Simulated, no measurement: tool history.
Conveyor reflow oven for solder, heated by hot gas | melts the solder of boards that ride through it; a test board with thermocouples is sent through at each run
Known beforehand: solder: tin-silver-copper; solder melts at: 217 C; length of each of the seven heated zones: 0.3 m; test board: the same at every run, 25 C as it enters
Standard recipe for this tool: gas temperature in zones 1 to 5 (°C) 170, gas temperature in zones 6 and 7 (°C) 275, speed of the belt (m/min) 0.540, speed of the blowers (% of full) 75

| run | hour | gas temperature in zones 1 to 5 (°C) | gas temperature in zones 6 and 7 (°C) | speed of the belt (m/min) | speed of the blowers (% of full) | highest temperature of the board (°C) | time above the solder's melting point (s) |
|---|---|---|---|---|---|---|---|
| 1 | 0.0 | 170 | 275 | 0.540 | 75 | 262.1 | 54.7 |
|  | 12.9 | flux residue cleaned out of gas plates and filters |
| 2 | 26.0 | 170 | 275 | 0.540 | 75 | 263.4 | 55.5 |
| 3 | 42.4 | 170 | 275 | 0.540 | 75 | 263.0 | 55.5 |
| 4 | 57.0 | 170 | 275 | 0.540 | 75 | 263.1 | 55.3 |
| 5 | 83.0 | 170 | 275 | 0.540 | 75 | 263.2 | 55.6 |
| 6 | 96.3 | 170 | 275 | 0.540 | 78 | 263.8 | 55.9 |
| 7 | 114.8 | 170 | 275 | 0.540 | 78 | 263.5 | 55.6 |
| 8 | 127.9 | 170 | 275 | 0.540 | 78 | 263.9 | 55.9 |
| 9 | 148.1 | 170 | 275 | 0.540 | 78 | 263.4 | 55.5 |
| 10 | 174.5 | 170 | 275 | 0.540 | 81 | 264.0 | 55.9 |
| 11 | 190.1 | 170 | 275 | 0.540 | 81 | 264.2 | 55.8 |
| 12 | 210.9 | 170 | 275 | 0.540 | 81 | 264.1 | 56.1 |
| 13 | 222.7 | 170 | 275 | 0.540 | 81 | 264.1 | 55.9 |
| 14 | 236.3 | 170 | 275 | 0.540 | 81 | 264.0 | 56.1 |
| 15 | 249.7 | 170 | 275 | 0.540 | 77 | 263.3 | 55.4 |
| 16 | 264.7 | 170 | 275 | 0.540 | 77 | 263.2 | 55.4 |
| 17 | 277.7 | 161 | 275 | 0.540 | 77 | 262.1 | 52.4 |
| 18 | 302.8 | 170 | 275 | 0.617 | 75 | 258.3 | 45.7 |
|  | 309.9 | flux residue cleaned out of gas plates and filters |
| 19 | 330.5 | 170 | 275 | 0.617 | 75 | 259.6 | 46.3 |
| 20 | 354.3 | 170 | 275 | 0.617 | 75 | 259.2 | 46.1 |
| 21 | 374.0 | 170 | 275 | 0.617 | 75 | 259.5 | 46.2 |
| 22 | 388.4 | 170 | 275 | 0.516 | 50 | 257.5 | 53.8 |
| 23 | 411.4 | 161 | 275 | 0.516 | 50 | 255.4 | 50.0 |
| 24 | 427.5 | 161 | 275 | 0.516 | 50 | 255.5 | 50.1 |
| 25 | 440.5 | 161 | 275 | 0.516 | 50 | 255.3 | 50.1 |
| 26 | 451.7 | 170 | 275 | 0.540 | 75 | 263.3 | 55.5 |
| 27 | 473.0 | 169 | 275 | 0.604 | 75 | 259.6 | 47.2 |
| 28 | 489.9 | 170 | 283 | 0.522 | 75 | 271.7 | 60.9 |
| 29 | 503.5 | 170 | 283 | 0.522 | 75 | 271.4 | 60.8 |

Difference, measured minus no-hidden-state, one row per run. Run-to-run variation is common to both terms; the gauge's own scatter need not be:
Hidden state at play: heat that the gas passes to the board, % of a clean oven's; belt's true speed, % of the reading; true gas temperature in zones 6 and 7 over the reading, C; drift of the gauge itself on peak_c, C; drift of the gauge itself on liquid_s, %.
| run | highest temperature of the board (°C) | time above the solder's melting point (s) |
|---|---|---|
| 1 | -1.0 | -0.7 |
| 2 | +0.1 | -0.1 |
| 3 | +0.0 | -0.1 |
| 4 | +0.1 | -0.1 |
| 5 | +0.0 | -0.1 |
| 6 | -0.1 | -0.1 |
| 7 | -0.1 | -0.2 |
| 8 | -0.1 | -0.2 |
| 9 | -0.2 | -0.2 |
| 10 | -0.2 | -0.2 |
| 11 | -0.3 | -0.3 |
| 12 | -0.4 | -0.2 |
| 13 | -0.4 | -0.3 |
| 14 | -0.4 | -0.3 |
| 15 | -0.4 | -0.3 |
| 16 | -0.4 | -0.3 |
| 17 | -0.5 | -0.5 |
| 18 | -0.7 | -0.5 |
| 19 | +0.3 | +0.1 |
| 20 | +0.2 | +0.1 |
| 21 | +0.1 | +0.0 |
| 22 | +0.3 | +0.2 |
| 23 | +0.3 | +0.1 |
| 24 | +0.2 | +0.1 |
| 25 | +0.2 | +0.1 |
| 26 | +0.0 | +0.0 |
| 27 | -0.1 | -0.1 |
| 28 | +0.0 | +0.0 |
| 29 | +0.0 | +0.0 |

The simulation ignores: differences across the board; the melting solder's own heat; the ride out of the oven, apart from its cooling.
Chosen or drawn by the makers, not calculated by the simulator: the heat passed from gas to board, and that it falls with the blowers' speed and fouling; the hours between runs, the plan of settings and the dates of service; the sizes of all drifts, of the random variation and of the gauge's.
